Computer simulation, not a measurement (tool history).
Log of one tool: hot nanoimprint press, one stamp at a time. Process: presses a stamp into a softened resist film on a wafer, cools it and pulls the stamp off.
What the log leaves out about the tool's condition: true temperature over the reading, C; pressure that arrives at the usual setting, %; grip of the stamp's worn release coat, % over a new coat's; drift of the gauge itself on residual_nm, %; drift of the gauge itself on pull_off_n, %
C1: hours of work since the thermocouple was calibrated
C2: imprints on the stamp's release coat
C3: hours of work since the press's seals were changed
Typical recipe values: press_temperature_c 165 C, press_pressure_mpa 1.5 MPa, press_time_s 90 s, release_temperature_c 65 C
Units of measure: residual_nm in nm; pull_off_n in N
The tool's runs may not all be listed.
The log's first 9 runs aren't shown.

{"run": 10, "hour": 61.7, "press_temperature_c": 165, "press_pressure_mpa": 1.03, "press_time_s": 90, "release_temperature_c": 65, "C1": 97, "C2": 476, "C3": 203, "residual_nm": 123.6, "pull_off_n": 197}
{"run": 11, "hour": 68.6, "press_temperature_c": 165, "press_pressure_mpa": 1.03, "press_time_s": 90, "release_temperature_c": 65, "C1": 101, "C2": 490, "C3": 207, "residual_nm": 124.3, "pull_off_n": 193}
{"run": 12, "hour": 78.2, "press_temperature_c": 165, "press_pressure_mpa": 1.03, "press_time_s": 90, "release_temperature_c": 65, "C1": 107, "C2": 511, "C3": 212, "residual_nm": 123.5, "pull_off_n": 194}
{"run": 13, "hour": 83.1, "press_temperature_c": 165, "press_pressure_mpa": 1.03, "press_time_s": 90, "release_temperature_c": 65, "C1": 110, "C2": 522, "C3": 215, "residual_nm": 122.3, "pull_off_n": 193}
{"run": 14, "hour": 92.5, "press_temperature_c": 165, "press_pressure_mpa": 1.5, "press_time_s": 90, "release_temperature_c": 65, "C1": 115, "C2": 542, "C3": 221, "residual_nm": 104.3, "pull_off_n": 208}
{"run": 15, "hour": 99.3, "press_temperature_c": 165, "press_pressure_mpa": 1.5, "press_time_s": 90, "release_temperature_c": 65, "C1": 119, "C2": 557, "C3": 225, "residual_nm": 104.1, "pull_off_n": 194}
{"run": 16, "hour": 108.9, "press_temperature_c": 165, "press_pressure_mpa": 2.12, "press_time_s": 80, "release_temperature_c": 65, "C1": 125, "C2": 577, "C3": 230, "residual_nm": 90.5, "pull_off_n": 199}
{"run": 17, "hour": 115.6, "press_temperature_c": 165, "press_pressure_mpa": 1.5, "press_time_s": 173, "release_temperature_c": 60, "C1": 129, "C2": 592, "C3": 234, "residual_nm": 80.7, "pull_off_n": 217}
{"run": 18, "hour": 125.7, "press_temperature_c": 163, "press_pressure_mpa": 1.79, "press_time_s": 176, "release_temperature_c": 61, "C1": 135, "C2": 614, "C3": 240, "residual_nm": 80, "pull_off_n": 226}
{"run": 19, "hour": 134.3, "press_temperature_c": 163, "press_pressure_mpa": 1.79, "press_time_s": 176, "release_temperature_c": 52, "C1": 140, "C2": 632, "C3": 245, "residual_nm": 81.2, "pull_off_n": 257}
{"run": 20, "hour": 141.5, "press_temperature_c": 168, "press_pressure_mpa": 2.34, "press_time_s": 176, "release_temperature_c": 52, "C1": 144, "C2": 648, "C3": 250, "residual_nm": 53.7, "pull_off_n": 257}
{"run": 21, "hour": 147.1, "press_temperature_c": 158, "press_pressure_mpa": 1.27, "press_time_s": 124, "release_temperature_c": 54, "C1": 147, "C2": 660, "C3": 253, "residual_nm": 137.4, "pull_off_n": 253}
{"run": 22, "hour": 154.8, "press_temperature_c": 160, "press_pressure_mpa": 1.12, "press_time_s": 49, "release_temperature_c": 65, "C1": 152, "C2": 677, "C3": 257, "residual_nm": 173.8, "pull_off_n": 208}
{"run": 23, "hour": 164.1, "press_temperature_c": 169, "press_pressure_mpa": 1.5, "press_time_s": 90, "release_temperature_c": 65, "C1": 157, "C2": 697, "C3": 263, "residual_nm": 85.4, "pull_off_n": 208}
{"run": 24, "hour": 170.8, "press_temperature_c": 169, "press_pressure_mpa": 1.65, "press_time_s": 90, "release_temperature_c": 60, "C1": 161, "C2": 711, "C3": 267, "residual_nm": 82.4, "pull_off_n": 215}
{"run": 25, "hour": 178.0, "press_temperature_c": 169, "press_pressure_mpa": 1.65, "press_time_s": 90, "release_temperature_c": 60, "C1": 165, "C2": 727, "C3": 271, "residual_nm": 83.4, "pull_off_n": 228}
{"run": 26, "hour": 187.7, "press_temperature_c": 169, "press_pressure_mpa": 2, "press_time_s": 74, "release_temperature_c": 56, "C1": 171, "C2": 748, "C3": 277, "residual_nm": 81.4, "pull_off_n": 243}
{"run": 27, "hour": 196.6, "press_temperature_c": 165, "press_pressure_mpa": 0.99, "press_time_s": 176, "release_temperature_c": 65, "C1": 176, "C2": 767, "C3": 282, "residual_nm": 99.4, "pull_off_n": 210}
{"run": 28, "hour": 204.0, "press_temperature_c": 165, "press_pressure_mpa": 1.5, "press_time_s": 106, "release_temperature_c": 62, "C1": 181, "C2": 783, "C3": 286, "residual_nm": 99.3, "pull_off_n": 232}
{"run": 29, "hour": 211.5, "press_temperature_c": 165, "press_pressure_mpa": 1.5, "press_time_s": 106, "release_temperature_c": 62, "C1": 185, "C2": 799, "C3": 291, "residual_nm": 99, "pull_off_n": 228}
{"run": 30, "hour": 220.6, "press_temperature_c": 165, "press_pressure_mpa": 1.5, "press_time_s": 106, "release_temperature_c": 62, "C1": 190, "C2": 819, "C3": 296, "residual_nm": 98.7, "pull_off_n": 222}

Branching from run 30: 4 alternative next runs. What would each branch give?
{"run": "A", "hour": 226.2, "press_temperature_c": 166, "press_pressure_mpa": 1.17, "press_time_s": 59, "release_temperature_c": 62, "C1": 194, "C2": 831, "C3": 299, "residual_nm": "?", "pull_off_n": "?"}
{"run": "B", "hour": 226.2, "press_temperature_c": 165, "press_pressure_mpa": 2.11, "press_time_s": 106, "release_temperature_c": 61, "C1": 194, "C2": 831, "C3": 299, "residual_nm": "?", "pull_off_n": "?"}
{"run": "C", "hour": 226.2, "press_temperature_c": 165, "press_pressure_mpa": 1.11, "press_time_s": 90, "release_temperature_c": 61, "C1": 194, "C2": 831, "C3": 299, "residual_nm": "?", "pull_off_n": "?"}
{"run": "D", "hour": 226.2, "press_temperature_c": 168, "press_pressure_mpa": 1.61, "press_time_s": 106, "release_temperature_c": 62, "C1": 194, "C2": 831, "C3": 299, "residual_nm": "?", "pull_off_n": "?"}

run=A residual_nm=130.8 pull_off_n=224
run=B residual_nm=84.7 pull_off_n=228
run=C residual_nm=120.5 pull_off_n=227
run=D residual_nm=84 pull_off_n=225
Without the tool's unlogged condition, the same runs would have read:
run=A residual_nm=126.1 pull_off_n=186
run=B residual_nm=80.8 pull_off_n=189
run=C residual_nm=115.9 pull_off_n=188
run=D residual_nm=80.5 pull_off_n=186
